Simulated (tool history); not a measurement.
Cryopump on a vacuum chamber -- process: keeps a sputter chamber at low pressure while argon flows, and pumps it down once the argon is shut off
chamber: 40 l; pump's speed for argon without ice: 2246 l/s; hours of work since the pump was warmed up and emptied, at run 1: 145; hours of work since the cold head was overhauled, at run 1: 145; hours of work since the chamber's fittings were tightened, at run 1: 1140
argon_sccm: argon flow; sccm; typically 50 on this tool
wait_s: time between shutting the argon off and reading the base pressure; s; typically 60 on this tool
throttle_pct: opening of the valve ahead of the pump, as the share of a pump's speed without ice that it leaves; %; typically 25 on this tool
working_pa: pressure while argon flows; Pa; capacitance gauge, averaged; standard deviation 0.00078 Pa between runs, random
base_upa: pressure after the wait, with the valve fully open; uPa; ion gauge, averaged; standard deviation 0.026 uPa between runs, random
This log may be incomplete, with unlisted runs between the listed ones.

run    hour  argon_sccm  wait_s  throttle_pct  hours of work since the pump was warmed up and emptied  hours of work since the cold head was overhauled  hours of work since the chamber's fittings were tightened  working_pa  base_upa
  1       0          50      60            25                                                     145                                               145                                                       1140      0.1541      1.99
  2      46          50      60            25                                                     184                                               184                                                       1179      0.1562      2.06
  3   116.6          50      60            25                                                     245                                               245                                                       1239      0.1584      2.16
  4     193          50      60            25                                                     310                                               310                                                       1304      0.1602      2.26
  5   227.7          50      60            25                                                     339                                               339                                                       1333      0.1609      2.28
  6   277.2          84      60            25                                                     381                                               381                                                       1375      0.2732      2.41
      298.9  -- leaking fittings of the chamber tightened, without venting
      331.1  -- pump warmed up, emptied and cooled again
  7   352.6          84      60            25                                                      18                                               439                                                         41      0.2547      1.16
  8     424          84      60            25                                                      79                                               500                                                        102      0.2574      1.13
  9   472.9          50      60            25                                                     121                                               542                                                        144      0.1528      1.25
 10   513.2          28      60            25                                                     155                                               576                                                        178      0.0861      1.26
 11   568.4          28      60            25                                                     202                                               623                                                        225      0.0874      1.31
 12   636.3          50     124            25                                                     260                                               681                                                        283      0.1583      0.86
 13     703          50     124            25                                                     316                                               737                                                        339      0.1591      0.96
 14   751.2          50     124            25                                                     357                                               778                                                        381      0.1599      0.96
 15   796.9          50      60            25                                                     396                                               817                                                        419      0.1623      1.51
      827.5  -- pump warmed up, emptied and cooled again
 16   847.2          50      22            25                                                      17                                               856                                                        458      0.1514      3.01
 17   910.1          50      22            25                                                      70                                               909                                                        511      0.1507      3.05
 18   977.9          50      22            25                                                     128                                               967                                                        569      0.1537      3.16
 19  1046.1          95      53            25                                                     186                                              1025                                                        627      0.2952      1.74
 20  1105.3          95      31            25                                                     236                                              1075                                                        677      0.2961      2.56
 21  1147.3          23      22            25                                                     272                                              1111                                                        713      0.0731      3.38
 22  1213.3          23      22            25                                                     328                                              1167                                                        769      0.0732      3.32
 23  1290.5          29     201            25                                                     394                                              1233                                                        835      0.0935      1.22
     1321.1  -- pump warmed up, emptied and cooled again
 24  1344.2          51      84            25                                                      20                                              1274                                                        876       0.153      1.44
 25  1396.2          42     251            25                                                      64                                              1319                                                        921      0.1274      1.06
 26  1444.5          35      59            53                                                     105                                              1360                                                        962      0.0526      1.92
 27  1497.5          32      59            23                                                     150                                              1405                                                       1007      0.1076      1.86
 28  1562.9          50      60            19                                                     206                                              1461                                                       1063       0.202      1.99
 29  1594.7          50      60            19                                                     233                                              1488                                                       1090      0.2028      1.95

Per-run results on a tool with no hidden state, each run keeping its own random variation:
The hidden state here: pump's speed, % of a pump's without ice; cold plate's temperature, K; leak into the chamber, uPa l/s; drift of the gauge itself on working_pa, %; drift of the gauge itself on base_upa, %.
run  working_pa  base_upa
  1      0.1497      1.07
  2      0.1508      1.07
  3      0.1512      1.08
  4      0.1511      1.07
  5      0.1509      1.05
  6       0.254      1.08
  7      0.2536       1.1
  8       0.254      1.02
  9      0.1497      1.09
 10      0.0839      1.07
 11      0.0845      1.08
 12      0.1515      0.57
 13      0.1506       0.6
 14        0.15      0.55
 15      0.1512      1.06
 16      0.1508      2.66
 17      0.1489      2.64
 18      0.1504      2.69
 19      0.2864       1.2
 20      0.2847      1.95
 21      0.0699      2.73
 22      0.0691      2.61
 23      0.0872      0.41
 24      0.1517      0.78
 25      0.1255      0.35
 26      0.0504      1.13
 27       0.105      1.05
 28      0.1965      1.07
 29      0.1967      1.04
